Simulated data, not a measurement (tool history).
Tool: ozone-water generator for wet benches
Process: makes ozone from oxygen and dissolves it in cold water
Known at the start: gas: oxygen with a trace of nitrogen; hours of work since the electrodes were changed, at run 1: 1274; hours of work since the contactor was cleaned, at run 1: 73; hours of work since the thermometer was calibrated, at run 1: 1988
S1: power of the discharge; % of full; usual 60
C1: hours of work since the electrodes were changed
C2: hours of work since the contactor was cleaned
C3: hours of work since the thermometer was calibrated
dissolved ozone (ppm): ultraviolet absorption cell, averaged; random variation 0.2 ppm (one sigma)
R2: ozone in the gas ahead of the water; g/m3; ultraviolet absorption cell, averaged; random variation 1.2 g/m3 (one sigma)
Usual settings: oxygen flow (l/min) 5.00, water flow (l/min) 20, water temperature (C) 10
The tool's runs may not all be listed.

{"run": 1, "hour": 0.0, "S1": 60, "oxygen flow (l/min)": 5.0, "water flow (l/min)": 20, "water temperature (C)": 10, "C1": 1274, "C2": 73, "C3": 1988, "dissolved ozone (ppm)": 28.0, "R2": 215.3}
{"run": 2, "hour": 207.3, "S1": 60, "oxygen flow (l/min)": 5.0, "water flow (l/min)": 20, "water temperature (C)": 10, "C1": 1408, "C2": 207, "C3": 2122, "dissolved ozone (ppm)": 28.0, "R2": 215.9}
{"run": 3, "hour": 297.1, "S1": 60, "oxygen flow (l/min)": 5.0, "water flow (l/min)": 20, "water temperature (C)": 10, "C1": 1466, "C2": 265, "C3": 2180, "dissolved ozone (ppm)": 27.8, "R2": 215.9}
{"run": 4, "hour": 457.0, "S1": 60, "oxygen flow (l/min)": 5.0, "water flow (l/min)": 20, "water temperature (C)": 10, "C1": 1569, "C2": 368, "C3": 2283, "dissolved ozone (ppm)": 28.2, "R2": 215.4}
{"run": 5, "hour": 557.3, "S1": 60, "oxygen flow (l/min)": 5.0, "water flow (l/min)": 20, "water temperature (C)": 10, "C1": 1634, "C2": 433, "C3": 2348, "dissolved ozone (ppm)": 28.1, "R2": 214.9}
{"run": 6, "hour": 660.3, "S1": 60, "oxygen flow (l/min)": 5.0, "water flow (l/min)": 20, "water temperature (C)": 10, "C1": 1700, "C2": 499, "C3": 2414, "dissolved ozone (ppm)": 28.1, "R2": 215.4}
{"run": 7, "hour": 799.2, "S1": 60, "oxygen flow (l/min)": 5.0, "water flow (l/min)": 30, "water temperature (C)": 10, "C1": 1790, "C2": 589, "C3": 2504, "dissolved ozone (ppm)": 19.2, "R2": 216.2}
{"run": 8, "hour": 999.8, "S1": 60, "oxygen flow (l/min)": 7.64, "water flow (l/min)": 20, "water temperature (C)": 10, "C1": 1920, "C2": 719, "C3": 2634, "dissolved ozone (ppm)": 31.1, "R2": 186.8}
{"run": 9, "hour": 1098.2, "S1": 60, "oxygen flow (l/min)": 7.64, "water flow (l/min)": 20, "water temperature (C)": 10, "C1": 1983, "C2": 782, "C3": 2697, "dissolved ozone (ppm)": 31.5, "R2": 192.0}
{"run": 10, "hour": 1266.1, "S1": 60, "oxygen flow (l/min)": 7.64, "water flow (l/min)": 20, "water temperature (C)": 10, "C1": 2092, "C2": 891, "C3": 2806, "dissolved ozone (ppm)": 31.1, "R2": 191.9}
{"run": 11, "hour": 1407.8, "S1": 52, "oxygen flow (l/min)": 2.51, "water flow (l/min)": 20, "water temperature (C)": 10, "C1": 2183, "C2": 982, "C3": 2897, "dissolved ozone (ppm)": 19.9, "R2": 251.5}
{"run": 12, "hour": 1605.6, "S1": 43, "oxygen flow (l/min)": 5.0, "water flow (l/min)": 15, "water temperature (C)": 8, "C1": 2311, "C2": 1110, "C3": 3025, "dissolved ozone (ppm)": 30.6, "R2": 182.5}
{"run": 13, "hour": 1711.6, "S1": 89, "oxygen flow (l/min)": 9.0, "water flow (l/min)": 21, "water temperature (C)": 13, "C1": 2379, "C2": 1178, "C3": 3093, "dissolved ozone (ppm)": 35.6, "R2": 218.9}
{"run": 14, "hour": 1836.5, "S1": 99, "oxygen flow (l/min)": 7.67, "water flow (l/min)": 12, "water temperature (C)": 5, "C1": 2460, "C2": 1259, "C3": 3174, "dissolved ozone (ppm)": 61.6, "R2": 247.1}
{"run": 15, "hour": 2038.3, "S1": 44, "oxygen flow (l/min)": 4.89, "water flow (l/min)": 22, "water temperature (C)": 6, "C1": 2590, "C2": 1389, "C3": 3304, "dissolved ozone (ppm)": 22.6, "R2": 186.2}
{"run": 16, "hour": 2184.6, "S1": 44, "oxygen flow (l/min)": 4.89, "water flow (l/min)": 22, "water temperature (C)": 6, "C1": 2685, "C2": 1484, "C3": 3399, "dissolved ozone (ppm)": 22.8, "R2": 187.4}
{"run": 17, "hour": 2349.8, "S1": 44, "oxygen flow (l/min)": 4.89, "water flow (l/min)": 22, "water temperature (C)": 6, "C1": 2791, "C2": 1590, "C3": 3505, "dissolved ozone (ppm)": 23.1, "R2": 189.0}
{"run": 18, "hour": 2515.0, "S1": 83, "oxygen flow (l/min)": 4.89, "water flow (l/min)": 22, "water temperature (C)": 13, "C1": 2898, "C2": 1697, "C3": 3612, "dissolved ozone (ppm)": 29.3, "R2": 261.9}

Forecast each of these 3 alternatives for the next run:
{"run": "A", "hour": 2664.7, "S1": 87, "oxygen flow (l/min)": 2.7, "water flow (l/min)": 20, "water temperature (C)": 10, "C1": 2995, "C2": 1794, "C3": 3709, "dissolved ozone (ppm)": "?", "R2": "?"}
{"run": "B", "hour": 2664.7, "S1": 59, "oxygen flow (l/min)": 3.07, "water flow (l/min)": 20, "water temperature (C)": 10, "C1": 2995, "C2": 1794, "C3": 3709, "dissolved ozone (ppm)": "?", "R2": "?"}
{"run": "C", "hour": 2664.7, "S1": 74, "oxygen flow (l/min)": 4.28, "water flow (l/min)": 25, "water temperature (C)": 10, "C1": 2995, "C2": 1794, "C3": 3709, "dissolved ozone (ppm)": "?", "R2": "?"}

run=A dissolved_ozone_(ppm)=26.6 R2=322.8
run=B dissolved_ozone_(ppm)=23.5 R2=253.7
run=C dissolved_ozone_(ppm)=24.3 R2=256.8
Without the tool's hidden state the same runs would have given:
run=A dissolved_ozone_(ppm)=26.6 R2=318.4
run=B dissolved_ozone_(ppm)=23.6 R2=250.3
run=C dissolved_ozone_(ppm)=24.3 R2=253.3
